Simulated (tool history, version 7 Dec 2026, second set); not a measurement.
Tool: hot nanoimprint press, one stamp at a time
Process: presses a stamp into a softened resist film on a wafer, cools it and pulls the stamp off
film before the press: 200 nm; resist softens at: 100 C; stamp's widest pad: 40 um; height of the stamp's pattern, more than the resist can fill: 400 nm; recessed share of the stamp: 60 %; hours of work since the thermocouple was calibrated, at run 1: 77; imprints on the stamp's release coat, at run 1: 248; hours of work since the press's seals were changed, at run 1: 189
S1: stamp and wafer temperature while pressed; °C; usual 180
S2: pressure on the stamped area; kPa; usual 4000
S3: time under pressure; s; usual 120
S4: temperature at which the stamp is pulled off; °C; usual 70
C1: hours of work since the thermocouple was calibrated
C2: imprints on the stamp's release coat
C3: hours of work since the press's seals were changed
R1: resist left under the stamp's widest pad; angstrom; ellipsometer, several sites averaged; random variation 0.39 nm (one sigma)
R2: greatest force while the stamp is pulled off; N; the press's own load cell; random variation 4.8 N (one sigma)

{"run": 1, "hour": 0.0, "S1": 180, "S2": 4000, "S3": 120, "S4": 70, "C1": 77, "C2": 248, "C3": 189, "R1": 795, "R2": 230}
{"run": 2, "hour": 84.2, "S1": 180, "S2": 4000, "S3": 120, "S4": 70, "C1": 138, "C2": 631, "C3": 250, "R1": 803, "R2": 237}
{"hour": 164.4, "done": "stamp cleaned and given a new release coat"}
{"run": 3, "hour": 164.4, "S1": 180, "S2": 4000, "S3": 120, "S4": 70, "C1": 191, "C2": 0, "C3": 303, "R1": 800, "R2": 242}
{"run": 4, "hour": 215.4, "S1": 180, "S2": 4000, "S3": 120, "S4": 70, "C1": 228, "C2": 232, "C3": 340, "R1": 797, "R2": 239}
{"run": 5, "hour": 262.8, "S1": 180, "S2": 4000, "S3": 120, "S4": 70, "C1": 262, "C2": 448, "C3": 374, "R1": 797, "R2": 237}
{"hour": 323.2, "done": "plate thermocouple calibrated"}
{"run": 6, "hour": 330.9, "S1": 180, "S2": 4000, "S3": 120, "S4": 70, "C1": 6, "C2": 744, "C3": 421, "R1": 797, "R2": 240}
{"hour": 383.2, "done": "stamp cleaned and given a new release coat"}
{"run": 7, "hour": 416.6, "S1": 180, "S2": 4000, "S3": 120, "S4": 70, "C1": 63, "C2": 152, "C3": 479, "R1": 799, "R2": 232}
{"run": 8, "hour": 461.8, "S1": 180, "S2": 4000, "S3": 71, "S4": 70, "C1": 96, "C2": 358, "C3": 511, "R1": 972, "R2": 239}
{"run": 9, "hour": 521.1, "S1": 186, "S2": 4000, "S3": 120, "S4": 70, "C1": 138, "C2": 628, "C3": 554, "R1": 581, "R2": 245}
{"run": 10, "hour": 562.1, "S1": 186, "S2": 4000, "S3": 120, "S4": 70, "C1": 168, "C2": 814, "C3": 584, "R1": 583, "R2": 233}
{"hour": 598.3, "done": "stamp cleaned and given a new release coat"}
{"run": 11, "hour": 644.8, "S1": 186, "S2": 4000, "S3": 120, "S4": 70, "C1": 223, "C2": 211, "C3": 639, "R1": 593, "R2": 238}
{"run": 12, "hour": 680.5, "S1": 180, "S2": 4000, "S3": 87, "S4": 70, "C1": 249, "C2": 374, "C3": 665, "R1": 897, "R2": 241}
{"hour": 743.4, "done": "press's hydraulic seals changed and the load cell set to zero"}
{"run": 13, "hour": 752.4, "S1": 180, "S2": 4000, "S3": 111, "S4": 70, "C1": 295, "C2": 665, "C3": 7, "R1": 817, "R2": 233}
{"hour": 761.8, "done": "plate thermocouple calibrated"}
{"hour": 826.8, "done": "stamp cleaned and given a new release coat"}
{"run": 14, "hour": 838.8, "S1": 180, "S2": 4000, "S3": 177, "S4": 70, "C1": 51, "C2": 55, "C3": 62, "R1": 669, "R2": 240}
{"run": 15, "hour": 890.6, "S1": 189, "S2": 4000, "S3": 120, "S4": 70, "C1": 89, "C2": 291, "C3": 100, "R1": 502, "R2": 231}

Run 16 comes next. What will it give?
{"run": 16, "hour": 966.4, "S1": 189, "S2": 4000, "S3": 85, "S4": 58, "C1": 143, "C2": 635, "C3": 154, "R1": "?", "R2": "?"}

{"run 16": {"R1": 590, "R2": 302}}
Without the tool's hidden state the same run would have given R1 600 angstrom, R2 299 N.

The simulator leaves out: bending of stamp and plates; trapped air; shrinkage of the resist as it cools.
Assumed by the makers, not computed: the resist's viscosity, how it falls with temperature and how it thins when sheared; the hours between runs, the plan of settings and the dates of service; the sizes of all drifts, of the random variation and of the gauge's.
